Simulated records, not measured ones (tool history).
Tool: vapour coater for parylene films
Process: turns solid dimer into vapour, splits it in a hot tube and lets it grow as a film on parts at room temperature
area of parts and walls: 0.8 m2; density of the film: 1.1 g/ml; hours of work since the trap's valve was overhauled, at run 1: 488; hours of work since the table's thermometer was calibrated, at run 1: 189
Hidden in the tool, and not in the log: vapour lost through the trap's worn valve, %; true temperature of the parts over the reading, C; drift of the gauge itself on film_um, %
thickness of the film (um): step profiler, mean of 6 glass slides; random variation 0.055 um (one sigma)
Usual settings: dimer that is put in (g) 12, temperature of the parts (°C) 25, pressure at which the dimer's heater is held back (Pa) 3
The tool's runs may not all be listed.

run   hour  dimer that is put in (g)  temperature of the parts (°C)  pressure at which the dimer's heater is held back (Pa)  hours of work since the trap's valve was overhauled  hours of work since the table's thermometer was calibrated  thickness of the film (um)
  1      0                        12                             25                                                       3                                                  488                                                         189                        7.99
  2    9.4                        12                             25                                                       3                                                  496                                                         196                        7.81
  3   17.2                        12                             25                                                       3                                                  502                                                         203                         7.9
  4   30.9                        12                             25                                                       3                                                  513                                                         214                        7.86
  5   42.8                        12                             25                                                       3                                                  523                                                         224                         7.9
  6   52.6                        12                             25                                                       3                                                  531                                                         232                        7.96
  7   63.9                        12                             25                                                       3                                                  540                                                         241                        7.91
  8   79.9                        18                             25                                                       3                                                  554                                                         254                       11.71
  9   89.6                        12                             24                                                       3                                                  562                                                         262                        7.92
 10  104.7                        12                             20                                                       3                                                  574                                                         275                        8.52
 11  115.1                        12                             20                                                       3                                                  583                                                         284                        8.53
 12  126.6                        12                             20                                                       3                                                  592                                                         293                        8.48
 13  138.7                        12                             20                                                       3                                                  602                                                         303                        8.49
 14  147.7                        12                             18                                                       3                                                  610                                                         310                         8.8
 15  159.2                        12                             25                                                     2.6                                                  619                                                         320                        7.87
 16  172.7                         7                             18                                                    5.34                                                  630                                                         331                        4.94
 17  179.7                         7                             26                                                    5.34                                                  636                                                         337                        4.24
 18  188.6                         7                             17                                                    5.34                                                  643                                                         344                        4.97
 19  201.5                         7                             17                                                    3.02                                                  654                                                         355                         5.2
 20  209.7                        15                             24                                                    3.02                                                  661                                                         362                        9.65
 21  225.4                        15                             24                                                    3.02                                                  674                                                         375                        9.69
 22  237.3                        16                             21                                                    3.02                                                  684                                                         384                       10.94
     246.7  -- trap's valve overhauled
 23  247.9                        16                             21                                                    3.02                                                    1                                                         390                          12
 24  261.5                        10                             23                                                    6.63                                                   12                                                         401                        6.98
 25  268.1                        19                             25                                                   11.25                                                   18                                                         407                       12.32
 26  283.8                        11                             36                                                    5.14                                                   31                                                         419                        6.12
 27  290.3                        12                             30                                                       3                                                   36                                                         425                        7.73
 28  298.4                         9                             25                                                    2.27                                                   43                                                         432                        6.45

3 ways to go on from here, each from the tool as it stands after run 28. What would each give?
  A  308.4                         5                             25                                                     5.2                                                   51                                                         440                           ?
  B  308.4                        12                             19                                                       3                                                   51                                                         440                           ?
  C  308.4                        12                             19                                                       3                                                   51                                                         440                           ?

run  thickness of the film (um)
  A                        3.41
  B                        9.39
  C                         9.4
Without the tool's hidden state the same runs would have given:
run  thickness of the film (um)
  A                        3.45
  B                         9.5
  C                        9.51

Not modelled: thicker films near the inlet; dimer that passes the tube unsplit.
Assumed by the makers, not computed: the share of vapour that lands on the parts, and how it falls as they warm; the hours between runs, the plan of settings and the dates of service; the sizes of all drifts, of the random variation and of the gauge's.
